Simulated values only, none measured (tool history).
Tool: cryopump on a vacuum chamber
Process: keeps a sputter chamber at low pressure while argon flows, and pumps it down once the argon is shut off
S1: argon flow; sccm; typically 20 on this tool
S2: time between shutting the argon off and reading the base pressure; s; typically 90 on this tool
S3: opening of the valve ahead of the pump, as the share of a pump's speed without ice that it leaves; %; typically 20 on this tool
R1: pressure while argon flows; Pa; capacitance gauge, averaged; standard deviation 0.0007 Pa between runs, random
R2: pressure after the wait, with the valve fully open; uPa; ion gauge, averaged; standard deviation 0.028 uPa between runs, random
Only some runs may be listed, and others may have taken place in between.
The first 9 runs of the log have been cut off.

run 10 day=25.446 | S1=20 S2=90 S3=20 | R1=0.1258 R2=1.81
run 11 day=28.979 | S1=20 S2=90 S3=20 | R1=0.1253 R2=1.91
run 12 day=31.808 | S1=20 S2=90 S3=17 | R1=0.1478 R2=1.98
run 13 day=34.329 | S1=20 S2=90 S3=17 | R1=0.1471 R2=1.98
run 14 day=36.854 | S1=20 S2=90 S3=17 | R1=0.1475 R2=2.09
run 15 day=39.088 | S1=20 S2=90 S3=17 | R1=0.149 R2=2.08
run 16 day=41.208 | S1=20 S2=90 S3=17 | R1=0.1483 R2=2.14
run 17 day=44.238 | S1=20 S2=78 S3=20 | R1=0.1264 R2=2.37
run 18 day=46.129 | S1=28 S2=197 S3=20 | R1=0.1779 R2=1.66
run 19 day=50.383 | S1=32 S2=90 S3=20 | R1=0.2042 R2=2.38
run 20 day=52.958 | S1=32 S2=24 S3=18 | R1=0.2272 R2=5.33
run 21 day=56.304 | S1=20 S2=131 S3=24 | R1=0.1073 R2=2.21
run 22 day=60.092 | S1=15 S2=90 S3=20 | R1=0.0971 R2=2.59
run 23 day=61.933 | S1=30 S2=90 S3=20 | R1=0.1943 R2=2.6
run 24 day=65.433 | S1=30 S2=90 S3=20 | R1=0.1961 R2=2.8
run 25 day=69.15 | S1=32 S2=90 S3=32 | R1=0.1346 R2=2.82
run 26 day=73.475 | S1=10 S2=180 S3=32 | R1=0.0426 R2=2.41
run 27 day=76.538 | S1=10 S2=180 S3=32 | R1=0.0418 R2=2.41
run 28 day=78.867 | S1=12 S2=90 S3=20 | R1=0.0794 R2=3.06
run 29 day=81.358 | S1=28 S2=50 S3=18 | R1=0.206 R2=4.06
run 30 day=84.583 | S1=28 S2=90 S3=18 | R1=0.2061 R2=3.11
run 31 day=86.538 | S1=28 S2=90 S3=18 | R1=0.2064 R2=3.33
run 32 day=88.546 | S1=28 S2=90 S3=18 | R1=0.2064 R2=3.36
run 33 day=92.429 | S1=28 S2=90 S3=18 | R1=0.2083 R2=3.54
run 34 day=94.838 | S1=14 S2=54 S3=32 | R1=0.0619 R2=4.37

Consider 4 possible next runs. They are alternatives, not a sequence: every one starts from the tool as it was left by run 34. What does each give?
run A day=98.142 | S1=14 S2=110 S3=22 | R1=? R2=?
run B day=98.142 | S1=15 S2=252 S3=32 | R1=? R2=?
run C day=98.142 | S1=14 S2=134 S3=25 | R1=? R2=?
run D day=98.142 | S1=20 S2=31 S3=18 | R1=? R2=?

run=A R1=0.0887 R2=3.59
run=B R1=0.0671 R2=2.99
run=C R1=0.0781 R2=3.27
run=D R1=0.1499 R2=5.81
Take away the tool's hidden state, keep each run's random variation, and the runs would have read:
run=A R1=0.0799 R2=1.13
run=B R1=0.0577 R2=0.6
run=C R1=0.0693 R2=0.91
run=D R1=0.1374 R2=3.38

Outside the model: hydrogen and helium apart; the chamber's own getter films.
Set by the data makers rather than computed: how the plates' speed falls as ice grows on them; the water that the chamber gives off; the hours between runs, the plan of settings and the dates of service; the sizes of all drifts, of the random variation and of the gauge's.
